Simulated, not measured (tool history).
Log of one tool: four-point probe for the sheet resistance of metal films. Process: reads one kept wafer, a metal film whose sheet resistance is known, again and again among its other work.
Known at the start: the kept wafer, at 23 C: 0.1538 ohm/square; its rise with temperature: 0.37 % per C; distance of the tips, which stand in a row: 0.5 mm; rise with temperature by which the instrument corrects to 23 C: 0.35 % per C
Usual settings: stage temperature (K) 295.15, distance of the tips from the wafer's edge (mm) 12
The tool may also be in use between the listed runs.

| run | day | stage temperature (K) | distance of the tips from the wafer's edge (mm) | sheet resistance as the instrument gives it (ohm/square) |
|---|---|---|---|---|
| 1 | 0.000 | 295.15 | 12 | 0.153484 |
| 2 | 1.742 | 291.15 | 12 | 0.153297 |
| 3 | 3.312 | 291.15 | 12 | 0.153403 |
| 4 | 5.642 | 302.15 | 12 | 0.153766 |
| 5 | 6.662 | 302.15 | 8 | 0.153902 |
| 6 | 8.704 | 302.15 | 8 | 0.153917 |
| 7 | 10.612 | 298.15 | 12 | 0.153611 |
| 8 | 11.875 | 298.15 | 21 | 0.153531 |
| 9 | 14.171 | 298.15 | 21 | 0.153570 |
| 10 | 15.171 | 298.15 | 21 | 0.153578 |
| 11 | 16.167 | 295.15 | 4 | 0.154687 |
| 12 | 17.908 | 295.15 | 39 | 0.153412 |
| 13 | 20.204 | 295.15 | 39 | 0.153438 |
| 14 | 21.438 | 295.15 | 39 | 0.153458 |
| 15 | 22.988 | 295.15 | 61 | 0.153458 |
| 16 | 25.412 | 295.15 | 61 | 0.153528 |
| 17 | 26.846 | 295.15 | 12 | 0.153636 |
| 18 | 28.025 | 295.15 | 12 | 0.153655 |
| 19 | 29.175 | 295.15 | 12 | 0.153682 |
|  | 29.300 | stage's thermometer calibrated |
| 20 | 31.388 | 295.15 | 12 | 0.153774 |
| 21 | 32.912 | 295.15 | 12 | 0.153711 |
| 22 | 34.725 | 295.15 | 12 | 0.153744 |
| 23 | 36.242 | 302.15 | 12 | 0.153949 |
| 24 | 38.521 | 304.15 | 34 | 0.153915 |
| 25 | 39.821 | 304.15 | 34 | 0.153916 |
| 26 | 41.033 | 292.15 | 20 | 0.153558 |
|  | 41.942 | stage's thermometer calibrated, once more |
| 27 | 43.208 | 308.15 | 12 | 0.153982 |
| 28 | 45.317 | 294.15 | 20 | 0.153390 |
| 29 | 46.771 | 294.15 | 29 | 0.153369 |
| 30 | 48.408 | 294.15 | 29 | 0.153375 |
| 31 | 49.588 | 294.15 | 67 | 0.153367 |
| 32 | 50.992 | 295.15 | 9 | 0.153698 |
| 33 | 53.008 | 301.15 | 12 | 0.153799 |
| 34 | 54.992 | 303.15 | 10 | 0.153853 |
| 35 | 56.950 | 303.15 | 10 | 0.153928 |
| 36 | 58.429 | 299.15 | 50 | 0.153604 |
| 37 | 59.592 | 295.15 | 24 | 0.153442 |
| 38 | 61.158 | 300.15 | 45 | 0.153675 |
| 39 | 63.433 | 303.15 | 20 | 0.153790 |
| 40 | 65.192 | 303.15 | 20 | 0.153803 |
| 41 | 66.625 | 295.15 | 12 | 0.153651 |
| 42 | 68.729 | 295.15 | 12 | 0.153596 |
| 43 | 70.733 | 298.15 | 33 | 0.153630 |
| 44 | 72.654 | 298.15 | 14 | 0.153741 |
| 45 | 73.962 | 296.15 | 13 | 0.153656 |
| 46 | 75.500 | 294.15 | 4 | 0.154806 |

Hidden state or all else? Some run-to-run changes of sheet resistance as the instrument gives it (ohm/square), split into what the settings, what came in and random variation would give without the hidden state, and what is left for the hidden state (with any gauge scatter that isn't in both results):
The hidden state here: inner tips' distance over the nominal, %; tips' flats over new ones', %; wafer's true temperature over the reading, C; drift of the gauge itself on sheet_ohm, %.
Run 10 -> 11: stage temperature (K) 298.15 -> 295.15, distance of the tips from the wafer's edge (mm) 21 -> 4. sheet resistance as the instrument gives it (ohm/square) +0.001109: hidden state +0.000006, all else +0.001103.
Run 11 -> 12: distance of the tips from the wafer's edge (mm) 4 -> 39. sheet resistance as the instrument gives it (ohm/square) -0.001275: hidden state +0.000013, all else -0.001288.
Run 19 -> 20: stage's thermometer calibrated. sheet resistance as the instrument gives it (ohm/square) +0.000092: hidden state +0.000077, all else +0.000015.
Run 25 -> 26: stage temperature (K) 304.15 -> 292.15, distance of the tips from the wafer's edge (mm) 34 -> 20. sheet resistance as the instrument gives it (ohm/square) -0.000358: hidden state +0.000020, all else -0.000378.
Run 26 -> 27: stage temperature (K) 292.15 -> 308.15, distance of the tips from the wafer's edge (mm) 20 -> 12, stage's thermometer calibrated, once more. sheet resistance as the instrument gives it (ohm/square) +0.000424: hidden state -0.000284, all else +0.000708.
Run 45 -> 46: stage temperature (K) 296.15 -> 294.15, distance of the tips from the wafer's edge (mm) 13 -> 4. sheet resistance as the instrument gives it (ohm/square) +0.001150: hidden state +0.000008, all else +0.001142.
